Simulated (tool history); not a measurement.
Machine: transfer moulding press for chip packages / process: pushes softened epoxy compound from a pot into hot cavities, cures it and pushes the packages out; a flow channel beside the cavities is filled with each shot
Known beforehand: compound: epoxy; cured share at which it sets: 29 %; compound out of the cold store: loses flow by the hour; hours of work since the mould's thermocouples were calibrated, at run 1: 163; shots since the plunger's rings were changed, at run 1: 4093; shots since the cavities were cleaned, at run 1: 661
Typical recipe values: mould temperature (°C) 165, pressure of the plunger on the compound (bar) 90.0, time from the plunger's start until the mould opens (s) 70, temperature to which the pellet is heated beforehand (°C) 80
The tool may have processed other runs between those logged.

run	hour	mould temperature (°C)	pressure of the plunger on the compound (bar)	time from the plunger's start until the mould opens (s)	temperature to which the pellet is heated beforehand (°C)	hours of work since the mould's thermocouples were calibrated	shots since the plunger's rings were changed	shots since the cavities were cleaned	incoming compound's hours out of the cold store	length that the compound runs in the flow channel (mm)	greatest force on the pins that push the packages out (N)
1	0.0	165	90.0	70	80	163	4093	661	18.6	685	824
2	11.3	165	90.0	70	80	168	4208	776	32.2	650	842
# hour 15.5: plunger's sealing rings changed
# hour 20.8: cavities cleaned with cleaning compound and waxed
3	33.6	165	90.0	70	84	177	168	129	42.1	701	663
4	49.5	157	90.0	70	80	184	330	291	30.4	733	1319
5	71.7	157	90.0	70	80	193	556	517	15.7	764	1481
# hour 74.7: mould's thermocouples calibrated
6	87.2	157	79.4	70	80	5	693	654	19.0	699	1560
# hour 106.0: cavities cleaned with cleaning compound and waxed
7	106.6	165	80.9	78	77	13	875	6	38.3	645	536
8	125.8	165	68.1	70	73	22	1070	201	25.0	615	732
# hour 131.5: mould's thermocouples calibrated, once more
9	142.9	161	106.9	53	72	5	1223	354	39.7	770	2072
10	159.6	161	106.9	53	72	12	1393	524	26.3	781	2303
11	178.7	171	90.0	72	80	21	1587	718	32.8	670	677

What if the next run were any one of these 4? Each begins from the tool's condition after run 11:
A	188.6	160	101.8	72	80	25	1688	819	27.1	?	?
B	188.6	168	90.0	58	85	25	1688	819	28.8	?	?
C	188.6	171	90.0	78	80	25	1688	819	32.9	?	?
D	188.6	171	84.9	72	80	25	1688	819	8.7	?	?

run	length that the compound runs in the flow channel (mm)	greatest force on the pins that push the packages out (N)
A	761	1206
B	695	1092
C	685	653
D	702	669
Without the tool's hidden state the same runs would have given:
run	length that the compound runs in the flow channel (mm)	greatest force on the pins that push the packages out (N)
A	785	840
B	717	760
C	707	448
D	724	462
